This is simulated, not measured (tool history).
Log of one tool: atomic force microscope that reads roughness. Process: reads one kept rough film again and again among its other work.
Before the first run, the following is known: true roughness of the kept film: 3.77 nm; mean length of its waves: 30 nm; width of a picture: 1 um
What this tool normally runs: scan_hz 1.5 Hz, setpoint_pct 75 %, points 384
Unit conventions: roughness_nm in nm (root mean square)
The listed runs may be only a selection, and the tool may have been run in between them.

Run 1, day 0: usual settings. Result: roughness_nm 3.223 nm (root mean square).
Run 2, day 0.504: usual settings. Result: roughness_nm 3.229 nm (root mean square).
Run 3, day 1.004: usual settings but points 334. Result: roughness_nm 3.233 nm (root mean square).
Run 4, day 1.338: usual settings but points 334. Result: roughness_nm 3.211 nm (root mean square).
Run 5, day 1.75: usual settings but points 334. Result: roughness_nm 3.232 nm (root mean square).
At day 2.25: new tip fitted.
Run 6, day 2.346: usual settings but scan_hz 0.57 Hz. Result: roughness_nm 3.348 nm (root mean square).
Run 7, day 2.788: usual settings. Result: roughness_nm 3.225 nm (root mean square).
Run 8, day 3.462: usual settings. Result: roughness_nm 3.228 nm (root mean square).
Run 9, day 4.054: usual settings but points 951. Result: roughness_nm 3.258 nm (root mean square).
Run 10, day 4.571: usual settings but points 951. Result: roughness_nm 3.254 nm (root mean square).
At day 4.667: new tip fitted.
Run 11, day 5.117: usual settings. Result: roughness_nm 3.248 nm (root mean square).
Run 12, day 5.85: usual settings. Result: roughness_nm 3.235 nm (root mean square).
Run 13, day 6.429: usual settings. Result: roughness_nm 3.224 nm (root mean square).
At day 7.096: new tip fitted.
Run 14, day 7.125: usual settings. Result: roughness_nm 3.252 nm (root mean square).
Run 15, day 7.608: usual settings. Result: roughness_nm 3.245 nm (root mean square).
Run 16, day 8.275: usual settings but setpoint_pct 81 %, points 854. Result: roughness_nm 3.187 nm (root mean square).
Run 17, day 8.708: usual settings but scan_hz 3.83 Hz, points 421. Result: roughness_nm 2.953 nm (root mean square).
Run 18, day 9.283: usual settings but scan_hz 3.83 Hz, setpoint_pct 74 %, points 680. Result: roughness_nm 2.975 nm (root mean square).
At day 9.504: new tip fitted.
Run 19, day 9.746: usual settings but scan_hz 3.83 Hz, setpoint_pct 74 %, points 680. Result: roughness_nm 3.003 nm (root mean square).
Run 20, day 10.421: usual settings but scan_hz 0.99 Hz, setpoint_pct 62 %, points 909. Result: roughness_nm 3.383 nm (root mean square).
Run 21, day 10.954: usual settings but scan_hz 0.99 Hz, setpoint_pct 62 %, points 909. Result: roughness_nm 3.378 nm (root mean square).
Run 22, day 11.517: usual settings but scan_hz 0.99 Hz, setpoint_pct 62 %, points 909. Result: roughness_nm 3.415 nm (root mean square).
At day 11.925: new tip fitted.
Run 23, day 11.933: usual settings but scan_hz 2.4 Hz, points 723. Result: roughness_nm 3.144 nm (root mean square).
Run 24, day 12.35: usual settings but scan_hz 1.22 Hz, setpoint_pct 58 %. Result: roughness_nm 3.392 nm (root mean square).
Run 25, day 13.012: usual settings but scan_hz 1.36 Hz, setpoint_pct 74 %, points 380. Result: roughness_nm 3.25 nm (root mean square).
Run 26, day 13.646: usual settings but scan_hz 2.2 Hz, setpoint_pct 71 %, points 506. Result: roughness_nm 3.206 nm (root mean square).
At day 14.333: new tip fitted.
Run 27, day 14.35: usual settings but scan_hz 0.51 Hz, points 620. Result: roughness_nm 3.384 nm (root mean square).
Run 28, day 15.083: usual settings but scan_hz 0.51 Hz, setpoint_pct 72 %, points 853. Result: roughness_nm 3.418 nm (root mean square).
Run 29, day 15.467: usual settings but scan_hz 0.51 Hz, setpoint_pct 72 %, points 853. Result: roughness_nm 3.413 nm (root mean square).
Run 30, day 15.979: usual settings but setpoint_pct 76 %, points 632. Result: roughness_nm 3.239 nm (root mean square).

Consider 5 possible next runs. They are alternatives, not a sequence: every one starts from the tool as it was left by run 30. What does each give?
Run A, day 16.321: usual settings but setpoint_pct 83 %. Result: roughness_nm ?.
Run B, day 16.321: usual settings but scan_hz 0.66 Hz, setpoint_pct 88 %, points 632. Result: roughness_nm ?.
Run C, day 16.321: usual settings but scan_hz 1.44 Hz, setpoint_pct 55 %, points 393. Result: roughness_nm ?.
Run D, day 16.321: usual settings but points 267. Result: roughness_nm ?.
Run E, day 16.321: usual settings but scan_hz 3.02 Hz, setpoint_pct 70 %, points 327. Result: roughness_nm ?.

run  roughness_nm
  A         3.146
  B          3.25
  C         3.397
  D         3.221
  E         3.124
Without the tool's hidden state the same runs would have given:
run  roughness_nm
  A         3.151
  B         3.255
  C         3.403
  D         3.226
  E         3.129
